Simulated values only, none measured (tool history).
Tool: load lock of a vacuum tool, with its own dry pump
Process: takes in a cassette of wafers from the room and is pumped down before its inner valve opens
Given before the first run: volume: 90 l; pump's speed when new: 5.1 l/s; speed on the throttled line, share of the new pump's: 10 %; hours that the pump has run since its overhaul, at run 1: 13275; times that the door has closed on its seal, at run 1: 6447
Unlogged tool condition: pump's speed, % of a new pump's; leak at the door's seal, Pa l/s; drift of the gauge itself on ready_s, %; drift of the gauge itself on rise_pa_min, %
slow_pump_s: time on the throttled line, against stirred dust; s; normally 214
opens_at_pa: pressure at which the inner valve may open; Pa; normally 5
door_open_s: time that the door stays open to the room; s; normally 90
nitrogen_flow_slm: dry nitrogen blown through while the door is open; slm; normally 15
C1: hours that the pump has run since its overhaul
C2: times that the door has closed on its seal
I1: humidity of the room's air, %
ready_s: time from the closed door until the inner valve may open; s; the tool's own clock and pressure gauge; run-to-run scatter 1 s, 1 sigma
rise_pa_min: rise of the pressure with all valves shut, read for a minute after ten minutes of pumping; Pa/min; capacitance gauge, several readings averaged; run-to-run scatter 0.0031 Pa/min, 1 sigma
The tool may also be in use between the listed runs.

Run 1, day 0: usual settings; C1 13275; C2 6447; I1 44.9. Result: ready_s 381.4 s, rise_pa_min 0.072 Pa/min.
Run 2, day 5.504: usual settings but nitrogen_flow_slm 43 slm; C1 13407; C2 7039; I1 47.2. Result: ready_s 382.6 s, rise_pa_min 0.053 Pa/min.
Run 3, day 11.921: usual settings; C1 13561; C2 7729; I1 46.7. Result: ready_s 384.5 s, rise_pa_min 0.075 Pa/min.
Run 4, day 21.133: usual settings; C1 13782; C2 8719; I1 44.3. Result: ready_s 382.7 s, rise_pa_min 0.076 Pa/min.
Run 5, day 32.179: usual settings; C1 14047; C2 9907; I1 47.6. Result: ready_s 383.9 s, rise_pa_min 0.084 Pa/min.
Run 6, day 40.05: usual settings; C1 14236; C2 10754; I1 44.5. Result: ready_s 382 s, rise_pa_min 0.082 Pa/min.
Run 7, day 51.296: usual settings; C1 14506; C2 11963; I1 47.6. Result: ready_s 383.1 s, rise_pa_min 0.098 Pa/min.
Run 8, day 56.596: usual settings; C1 14633; C2 12533; I1 43. Result: ready_s 382.8 s, rise_pa_min 0.095 Pa/min.
Run 9, day 69.117: usual settings; C1 14934; C2 13879; I1 47.3. Result: ready_s 384.6 s, rise_pa_min 0.101 Pa/min.
Run 10, day 74.467: usual settings; C1 15062; C2 14455; I1 48.3. Result: ready_s 385.3 s, rise_pa_min 0.099 Pa/min.
Run 11, day 80.462: usual settings; C1 15206; C2 15099; I1 48.5. Result: ready_s 385.8 s, rise_pa_min 0.104 Pa/min.
Run 12, day 92.283: usual settings but door_open_s 78 s; C1 15490; C2 16370; I1 44. Result: ready_s 386.4 s, rise_pa_min 0.1 Pa/min.
Run 13, day 102.217: usual settings but slow_pump_s 174 s, door_open_s 78 s; C1 15728; C2 17438; I1 48.5. Result: ready_s 348.6 s, rise_pa_min 0.109 Pa/min.
Run 14, day 114.696: usual settings but slow_pump_s 411 s; C1 16028; C2 18780; I1 46.4. Result: ready_s 562 s, rise_pa_min 0.129 Pa/min.
Run 15, day 122.558: usual settings but slow_pump_s 411 s, door_open_s 66 s; C1 16216; C2 19626; I1 43.5. Result: ready_s 560.7 s, rise_pa_min 0.114 Pa/min.
Run 16, day 129.433: usual settings; C1 16381; C2 20365; I1 41.3. Result: ready_s 383.9 s, rise_pa_min 0.127 Pa/min.
Run 17, day 135.721: usual settings; C1 16532; C2 21041; I1 43.1. Result: ready_s 386.5 s, rise_pa_min 0.131 Pa/min.
Run 18, day 147.812: usual settings; C1 16822; C2 22342; I1 46.5. Result: ready_s 385.7 s, rise_pa_min 0.139 Pa/min.
Run 19, day 159.367: usual settings; C1 17100; C2 23584; I1 45.5. Result: ready_s 388.3 s, rise_pa_min 0.146 Pa/min.
Run 20, day 171.154: usual settings but slow_pump_s 233 s, nitrogen_flow_slm 10 slm; C1 17383; C2 24852; I1 46.5. Result: ready_s 405.8 s, rise_pa_min 0.164 Pa/min.
Run 21, day 181.65: usual settings but door_open_s 127 s, nitrogen_flow_slm 12 slm; C1 17634; C2 25980; I1 42.8. Result: ready_s 387.8 s, rise_pa_min 0.175 Pa/min.
Run 22, day 189.896: usual settings but slow_pump_s 110 s, opens_at_pa 10 Pa, door_open_s 37 s; C1 17832; C2 26867; I1 45.1. Result: ready_s 281.7 s, rise_pa_min 0.149 Pa/min.
Run 23, day 199.833: usual settings but slow_pump_s 110 s, opens_at_pa 6 Pa, door_open_s 37 s; C1 18071; C2 27936; I1 44. Result: ready_s 292.9 s, rise_pa_min 0.159 Pa/min.
At day 204.438: dry pump taken out, an overhauled one fitted.
Run 24, day 212.517: usual settings but slow_pump_s 110 s, opens_at_pa 6 Pa, door_open_s 37 s; C1 194; C2 29273; I1 48.7. Result: ready_s 277.8 s, rise_pa_min 0.17 Pa/min.
Run 25, day 225.029: usual settings but slow_pump_s 219 s, opens_at_pa 9 Pa, door_open_s 111 s, nitrogen_flow_slm 31 slm; C1 494; C2 30618; I1 42.6. Result: ready_s 366.4 s, rise_pa_min 0.191 Pa/min.
Run 26, day 237.292: usual settings but slow_pump_s 219 s, opens_at_pa 9 Pa, door_open_s 111 s, nitrogen_flow_slm 31 slm; C1 788; C2 31937; I1 44.5. Result: ready_s 366.5 s, rise_pa_min 0.189 Pa/min.
Run 27, day 249.358: usual settings but slow_pump_s 114 s, opens_at_pa 8 Pa, door_open_s 32 s, nitrogen_flow_slm 19 slm; C1 1078; C2 33234; I1 46.8. Result: ready_s 275.4 s, rise_pa_min 0.191 Pa/min.
Run 28, day 256.612: usual settings but slow_pump_s 402 s, door_open_s 108 s, nitrogen_flow_slm 38 slm; C1 1252; C2 34015; I1 48. Result: ready_s 543.3 s, rise_pa_min 0.208 Pa/min.
Run 29, day 269.058: usual settings but slow_pump_s 217 s; C1 1551; C2 35353; I1 43.3. Result: ready_s 375 s, rise_pa_min 0.239 Pa/min.
Run 30, day 280.721: usual settings but opens_at_pa 7 Pa, nitrogen_flow_slm 5 slm; C1 1831; C2 36607; I1 46.6. Result: ready_s 366.3 s, rise_pa_min 0.272 Pa/min.
Run 31, day 289.45: usual settings but slow_pump_s 188 s, opens_at_pa 9 Pa, door_open_s 156 s, nitrogen_flow_slm 30 slm; C1 2040; C2 37546; I1 48.4. Result: ready_s 339.9 s, rise_pa_min 0.261 Pa/min.
Run 32, day 297.167: usual settings but slow_pump_s 188 s, opens_at_pa 9 Pa, door_open_s 156 s, nitrogen_flow_slm 30 slm; C1 2226; C2 38375; I1 46.7. Result: ready_s 338.9 s, rise_pa_min 0.27 Pa/min.
Run 33, day 309.846: usual settings but slow_pump_s 188 s, opens_at_pa 8 Pa, door_open_s 88 s, nitrogen_flow_slm 30 slm; C1 2530; C2 39739; I1 43.8. Result: ready_s 342.5 s, rise_pa_min 0.261 Pa/min.
Run 34, day 321.558: usual settings but door_open_s 94 s; C1 2811; C2 40998; I1 44.6. Result: ready_s 373.6 s, rise_pa_min 0.293 Pa/min.
Run 35, day 328.854: usual settings but door_open_s 38 s; C1 2986; C2 41783; I1 44.7. Result: ready_s 377.2 s, rise_pa_min 0.263 Pa/min.
Run 36, day 340.829: usual settings but slow_pump_s 127 s, door_open_s 38 s, nitrogen_flow_slm 12 slm; C1 3273; C2 43070; I1 42.9. Result: ready_s 298.8 s, rise_pa_min 0.281 Pa/min.
Run 37, day 351.425: usual settings but slow_pump_s 273 s, opens_at_pa 7 Pa, door_open_s 120 s, nitrogen_flow_slm 28 slm; C1 3528; C2 44210; I1 42.8. Result: ready_s 422.4 s, rise_pa_min 0.308 Pa/min.

For each entry between runs, how does the tool's hidden state at the last listed run before it compare with that at the first listed run after it?
After run 23, before run 24: dry pump taken out, an overhauled one fitted (day 204.438)
  pump's speed, % of a new pump's: 89.4 -> 97.9; leak at the door's seal, Pa l/s: 0.1856 -> 0.1973
  measured less the result without the state, ready_s: +19.3 -> +3.5 s; rise_pa_min: +0.125 -> +0.13 Pa/min
